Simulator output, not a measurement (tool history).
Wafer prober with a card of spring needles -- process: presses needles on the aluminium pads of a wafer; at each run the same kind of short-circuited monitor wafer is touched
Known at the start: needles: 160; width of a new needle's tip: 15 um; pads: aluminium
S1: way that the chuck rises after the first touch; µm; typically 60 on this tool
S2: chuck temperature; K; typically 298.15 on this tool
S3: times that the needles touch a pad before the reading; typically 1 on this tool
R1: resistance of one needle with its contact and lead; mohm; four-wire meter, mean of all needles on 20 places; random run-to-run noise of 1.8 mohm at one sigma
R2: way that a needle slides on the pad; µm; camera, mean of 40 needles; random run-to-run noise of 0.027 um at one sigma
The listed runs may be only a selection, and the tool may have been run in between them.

run 1 day=0 | S1=60 S2=298.15 S3=1 | R1=228 R2=6.92
-- day=0.442 tips cleaned on abrasive film
-- day=1.196 tips cleaned on abrasive film
run 2 day=1.808 | S1=60 S2=298.15 S3=1 | R1=250 R2=6.92
-- day=1.958 tips cleaned on abrasive film
-- day=2.129 height of the first contact set anew
-- day=2.767 tips cleaned on abrasive film
-- day=3.521 tips cleaned on abrasive film
run 3 day=4.017 | S1=60 S2=298.15 S3=1 | R1=236 R2=7.22
-- day=4.183 tips cleaned on abrasive film
-- day=4.971 tips cleaned on abrasive film
run 4 day=5.267 | S1=60 S2=298.15 S3=1 | R1=230 R2=7.21
-- day=5.75 tips cleaned on abrasive film
-- day=6.479 tips cleaned on abrasive film
run 5 day=6.842 | S1=60 S2=298.15 S3=1 | R1=234 R2=7.18
-- day=7.158 tips cleaned on abrasive film
-- day=7.958 tips cleaned on abrasive film
-- day=8.721 tips cleaned on abrasive film
-- day=9.362 tips cleaned on abrasive film
run 6 day=9.362 | S1=60 S2=328.15 S3=1 | R1=196 R2=7.13
-- day=10.162 tips cleaned on abrasive film
-- day=10.883 tips cleaned on abrasive film
-- day=11.671 tips cleaned on abrasive film
run 7 day=11.862 | S1=60 S2=328.15 S3=1 | R1=223 R2=7.08
-- day=12.317 tips cleaned on abrasive film
-- day=12.954 tips cleaned on abrasive film
run 8 day=13.438 | S1=60 S2=328.15 S3=1 | R1=248 R2=7.06
-- day=13.596 tips cleaned on abrasive film
-- day=14.346 tips cleaned on abrasive film
run 9 day=14.846 | S1=60 S2=381.15 S3=1 | R1=256 R2=7.04
-- day=15.008 tips cleaned on abrasive film
-- day=15.8 tips cleaned on abrasive film
-- day=16.55 tips cleaned on abrasive film
-- day=17.346 tips cleaned on abrasive film
run 10 day=17.346 | S1=60 S2=304.15 S3=1 | R1=193 R2=6.95
-- day=18.146 tips cleaned on abrasive film
-- day=18.933 tips cleaned on abrasive film
-- day=19.696 tips cleaned on abrasive film
run 11 day=20.112 | S1=60 S2=298.15 S3=1 | R1=242 R2=6.99
-- day=20.438 tips cleaned on abrasive film
-- day=21.167 tips cleaned on abrasive film
run 12 day=21.767 | S1=60 S2=298.15 S3=1 | R1=251 R2=6.96
-- day=21.892 tips cleaned on abrasive film
-- day=22.679 tips cleaned on abrasive film
run 13 day=22.992 | S1=62 S2=365.15 S3=2 | R1=225 R2=7.19
-- day=23.396 tips cleaned on abrasive film
-- day=23.729 height of the first contact set anew
-- day=24.188 tips cleaned on abrasive film
-- day=24.9 tips cleaned on abrasive film
run 14 day=25.088 | S1=62 S2=365.15 S3=2 | R1=220 R2=7.4
-- day=25.567 tips cleaned on abrasive film
-- day=26.312 tips cleaned on abrasive film
run 15 day=26.312 | S1=49 S2=309.15 S3=3 | R1=194 R2=5.86
-- day=27.112 tips cleaned on abrasive film
-- day=27.904 tips cleaned on abrasive film
-- day=28.675 tips cleaned on abrasive film
run 16 day=28.8 | S1=49 S2=307.15 S3=2 | R1=218 R2=5.86
-- day=29.442 tips cleaned on abrasive film
run 17 day=30.033 | S1=49 S2=366.15 S3=1 | R1=280 R2=5.8
-- day=30.196 tips cleaned on abrasive film
-- day=30.95 tips cleaned on abrasive film
-- day=31.746 tips cleaned on abrasive film
-- day=32.454 tips cleaned on abrasive film
run 18 day=32.725 | S1=60 S2=345.15 S3=1 | R1=241 R2=7.06
-- day=33.204 tips cleaned on abrasive film
-- day=34.004 tips cleaned on abrasive film
-- day=34.771 tips cleaned on abrasive film
run 19 day=35.021 | S1=60 S2=345.15 S3=1 | R1=242 R2=7.07
-- day=35.458 tips cleaned on abrasive film
-- day=36.196 tips cleaned on abrasive film
-- day=36.971 tips cleaned on abrasive film
run 20 day=37.483 | S1=60 S2=345.15 S3=1 | R1=259 R2=7.05
-- day=37.646 tips cleaned on abrasive film
-- day=38.446 tips cleaned on abrasive film
-- day=39.242 tips cleaned on abrasive film
-- day=40.025 tips cleaned on abrasive film
run 21 day=40.292 | S1=60 S2=298.15 S3=1 | R1=234 R2=7

Subtracting, for every run, the result it would have given without the tool's unlogged condition from the measured result gives the following. The same run-to-run variation enters both numbers; the gauge's scatter may not:
The tool's hidden condition here consists of: debris on the tips, nm; way that the needles fall short of the set height, um; tips' diameter, um; drift of the gauge itself on contact_mohm, %; drift of the gauge itself on scrub_um, %.
run=1 R1=+48 R2=-0.27
run=2 R1=+65 R2=-0.29
run=3 R1=+54 R2=-0.02
run=4 R1=+47 R2=-0.04
run=5 R1=+52 R2=-0.06
run=6 R1=+4 R2=-0.11
run=7 R1=+36 R2=-0.13
run=8 R1=+56 R2=-0.15
run=9 R1=+54 R2=-0.17
run=10 R1=+8 R2=-0.21
run=11 R1=+60 R2=-0.25
run=12 R1=+68 R2=-0.27
run=13 R1=+31 R2=-0.29
run=14 R1=+20 R2=-0.03
run=15 R1=+4 R2=-0.04
run=16 R1=+29 R2=-0.08
run=17 R1=+84 R2=-0.08
run=18 R1=+48 R2=-0.12
run=19 R1=+49 R2=-0.15
run=20 R1=+64 R2=-0.17
run=21 R1=+49 R2=-0.21

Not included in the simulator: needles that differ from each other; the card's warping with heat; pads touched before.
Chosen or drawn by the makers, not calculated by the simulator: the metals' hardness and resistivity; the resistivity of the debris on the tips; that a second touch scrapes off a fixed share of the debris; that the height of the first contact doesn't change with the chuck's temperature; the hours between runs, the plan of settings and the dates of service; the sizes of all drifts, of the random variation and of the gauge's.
